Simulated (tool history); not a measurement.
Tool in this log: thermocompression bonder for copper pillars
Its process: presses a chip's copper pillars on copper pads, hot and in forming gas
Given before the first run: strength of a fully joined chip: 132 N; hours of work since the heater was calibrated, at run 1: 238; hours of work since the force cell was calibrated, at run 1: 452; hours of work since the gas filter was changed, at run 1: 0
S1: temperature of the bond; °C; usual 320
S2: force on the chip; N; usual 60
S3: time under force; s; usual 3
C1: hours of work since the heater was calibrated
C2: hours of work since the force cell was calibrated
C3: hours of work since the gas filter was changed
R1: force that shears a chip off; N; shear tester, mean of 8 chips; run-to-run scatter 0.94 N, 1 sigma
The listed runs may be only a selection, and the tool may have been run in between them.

run	day	S1	S2	S3	C1	C2	C3	R1
1	0.000	320	60	3	238	452	0	77.6
2	0.854	320	60	3	250	464	12	78.2
3	1.696	327	60	3	262	476	24	81.1
4	2.629	320	60	3	275	489	37	77.3
5	3.508	335	60	3	287	502	50	82.6
6	4.338	335	60	3	299	513	61	84.6
7	5.254	320	60	3	312	526	74	76.6
8	5.725	320	60	3	319	533	81	75.2
9	6.446	320	60	3	329	543	91	77.1
10	7.442	320	60	3	343	557	105	76.1
11	8.029	320	60	3	351	565	113	77.5
12	8.883	320	56	3	363	577	125	71.9
13	9.346	320	56	3	370	584	132	71.1
14	9.971	320	56	3	379	593	141	71.6
15	10.488	335	56	3	386	600	148	78.9
16	10.892	335	56	2	392	606	154	69.6
17	11.871	304	64	2	405	619	167	62.0
18	12.479	326	70	2	414	628	176	77.6
19	13.221	320	54	3	424	639	187	68.9
20	13.829	320	54	3	433	647	195	69.0
# day 14.646: forming gas filter changed
21	14.712	332	71	8	445	659	1	112.6
22	15.304	332	71	8	453	668	9	112.6
23	16.108	343	76	3	465	679	21	100.3
24	16.771	318	68	2	474	688	30	75.0
25	17.308	318	37	2	482	696	38	42.3
26	17.838	300	40	6	489	703	45	60.1
27	18.258	320	60	6	495	709	51	93.6
28	18.958	326	51	3	505	719	61	69.9

Branching from run 28: 5 alternative next runs. What would each branch give?
A	19.879	292	36	2	518	732	74	?
B	19.879	320	79	3	518	732	74	?
C	19.879	338	53	2	518	732	74	?
D	19.879	326	51	2	518	732	74	?
E	19.879	292	61	2	518	732	74	?

run	R1
A	32.9
B	93.3
C	68.4
D	62.0
E	54.6
With the hidden condition removed and each run's random variation left untouched, the same runs would have given:
run	R1
A	34.4
B	96.2
C	70.7
D	64.3
E	56.9
